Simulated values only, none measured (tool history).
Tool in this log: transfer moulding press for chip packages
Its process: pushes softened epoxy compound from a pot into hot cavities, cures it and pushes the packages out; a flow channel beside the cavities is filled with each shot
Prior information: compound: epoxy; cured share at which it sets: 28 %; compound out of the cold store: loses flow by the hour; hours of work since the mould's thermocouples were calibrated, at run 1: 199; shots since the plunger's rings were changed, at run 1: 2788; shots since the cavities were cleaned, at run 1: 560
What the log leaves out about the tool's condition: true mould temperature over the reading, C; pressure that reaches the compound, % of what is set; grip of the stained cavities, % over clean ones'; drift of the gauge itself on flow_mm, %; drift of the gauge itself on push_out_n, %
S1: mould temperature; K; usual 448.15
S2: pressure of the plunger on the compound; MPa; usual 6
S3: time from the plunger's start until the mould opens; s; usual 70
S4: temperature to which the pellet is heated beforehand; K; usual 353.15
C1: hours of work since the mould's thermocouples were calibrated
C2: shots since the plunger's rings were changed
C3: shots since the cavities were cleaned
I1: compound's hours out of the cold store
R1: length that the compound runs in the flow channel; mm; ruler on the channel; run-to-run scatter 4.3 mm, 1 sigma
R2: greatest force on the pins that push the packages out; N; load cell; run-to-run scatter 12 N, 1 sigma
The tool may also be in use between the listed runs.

| run | hour | S1 | S2 | S3 | S4 | C1 | C2 | C3 | I1 | R1 | R2 |
|---|---|---|---|---|---|---|---|---|---|---|---|
| 1 | 0 | 448.15 | 6 | 70 | 353.15 | 199 | 2788 | 560 | 12.5 | 547 | 984 |
|  | 25.1 | cavities cleaned with cleaning compound and waxed |
| 2 | 26.6 | 448.15 | 6 | 70 | 353.15 | 216 | 3149 | 21 | 20.3 | 524 | 596 |
| 3 | 39.3 | 448.15 | 6 | 70 | 353.15 | 224 | 3331 | 203 | 22.7 | 512 | 770 |
|  | 44.1 | plunger's sealing rings changed |
| 4 | 63.4 | 448.15 | 6 | 67 | 353.15 | 239 | 278 | 514 | 40 | 502 | 964 |
| 5 | 85 | 448.15 | 6 | 67 | 353.15 | 253 | 589 | 825 | 20.2 | 550 | 1168 |
|  | 92.1 | cavities cleaned with cleaning compound and waxed |
| 6 | 114.3 | 448.15 | 6 | 70 | 347.15 | 272 | 988 | 318 | 38.8 | 494 | 821 |
| 7 | 138.5 | 448.15 | 6 | 52 | 347.15 | 288 | 1337 | 667 | 16.2 | 546 | 2262 |
| 8 | 151.3 | 448.15 | 6 | 70 | 353.15 | 297 | 1521 | 851 | 26.5 | 518 | 1026 |
|  | 158 | cavities cleaned with cleaning compound and waxed |
| 9 | 169.9 | 448.15 | 6 | 70 | 353.15 | 308 | 1767 | 172 | 37.5 | 485 | 712 |
| 10 | 184.9 | 448.15 | 6 | 70 | 353.15 | 318 | 1983 | 388 | 45.5 | 470 | 846 |
| 11 | 197.7 | 448.15 | 6 | 66 | 353.15 | 327 | 2167 | 572 | 29.3 | 510 | 1055 |
|  | 222.7 | cavities cleaned with cleaning compound and waxed |
| 12 | 228.6 | 448.15 | 6 | 66 | 353.15 | 347 | 2590 | 85 | 12.7 | 546 | 797 |
|  | 233.5 | mould's thermocouples calibrated |
| 13 | 258.6 | 448.15 | 6 | 66 | 353.15 | 17 | 2992 | 487 | 45.5 | 453 | 1027 |
| 14 | 275 | 448.15 | 6 | 70 | 353.15 | 28 | 3228 | 723 | 27.4 | 512 | 1024 |
|  | 288.7 | plunger's sealing rings changed |
|  | 292.5 | cavities cleaned with cleaning compound and waxed |
| 15 | 309.8 | 448.15 | 6 | 57 | 353.15 | 48 | 283 | 249 | 42.1 | 493 | 1181 |
|  | 320.5 | mould's thermocouples calibrated, once more |
| 16 | 331.3 | 450.15 | 6 | 106 | 353.15 | 7 | 563 | 529 | 23.5 | 534 | 754 |
|  | 358.5 | cavities cleaned with cleaning compound and waxed |
| 17 | 362.5 | 450.15 | 6 | 106 | 353.15 | 27 | 991 | 59 | 44.5 | 478 | 493 |
| 18 | 390.6 | 446.15 | 5.28 | 53 | 359.15 | 46 | 1394 | 462 | 13.3 | 536 | 2007 |
| 19 | 403.1 | 444.15 | 6 | 70 | 346.15 | 54 | 1575 | 643 | 41.9 | 495 | 1252 |
|  | 423.7 | cavities cleaned with cleaning compound and waxed |
| 20 | 424.8 | 448.15 | 6 | 87 | 353.15 | 68 | 1865 | 15 | 17.6 | 541 | 496 |
| 21 | 439.4 | 454.15 | 6 | 53 | 349.15 | 78 | 2075 | 225 | 19.7 | 522 | 969 |
| 22 | 465.4 | 448.15 | 6 | 107 | 346.15 | 95 | 2450 | 600 | 47.1 | 467 | 770 |
|  | 488.6 | cavities cleaned with cleaning compound and waxed |
| 23 | 489.5 | 448.15 | 6 | 107 | 346.15 | 110 | 2774 | 13 | 40 | 474 | 450 |
| 24 | 516.8 | 450.15 | 6 | 67 | 346.15 | 128 | 3166 | 405 | 40 | 465 | 864 |
|  | 532.7 | plunger's sealing rings changed |
| 25 | 549.1 | 448.15 | 6 | 70 | 348.15 | 148 | 236 | 835 | 26.5 | 530 | 1080 |
|  | 555.5 | cavities cleaned with cleaning compound and waxed |
| 26 | 575.9 | 443.15 | 6.8 | 70 | 346.15 | 165 | 600 | 294 | 36.8 | 553 | 1148 |
| 27 | 589.2 | 443.15 | 6.67 | 85 | 346.15 | 174 | 791 | 485 | 26.7 | 572 | 890 |

Alternative continuations, all from the tool just after run 27; predict every row:
| A | 608.9 | 443.15 | 5.76 | 102 | 351.15 | 187 | 1074 | 768 | 20.8 | ? | ? |
| B | 608.9 | 448.15 | 4.55 | 70 | 353.15 | 187 | 1074 | 768 | 19.7 | ? | ? |
| C | 608.9 | 447.15 | 7.44 | 70 | 355.15 | 187 | 1074 | 768 | 8.9 | ? | ? |
| D | 608.9 | 443.15 | 6.67 | 85 | 356.15 | 187 | 1074 | 768 | 22.4 | ? | ? |
| E | 608.9 | 447.15 | 6 | 66 | 354.15 | 187 | 1074 | 768 | 47.3 | ? | ? |

| run | R1 | R2 |
|---|---|---|
| A | 543 | 860 |
| B | 471 | 1034 |
| C | 652 | 1123 |
| D | 583 | 999 |
| E | 472 | 1139 |
Take away the tool's hidden state, keep each run's random variation, and the runs would have read:
| run | R1 | R2 |
|---|---|---|
| A | 554 | 460 |
| B | 482 | 552 |
| C | 666 | 601 |
| D | 596 | 532 |
| E | 482 | 607 |
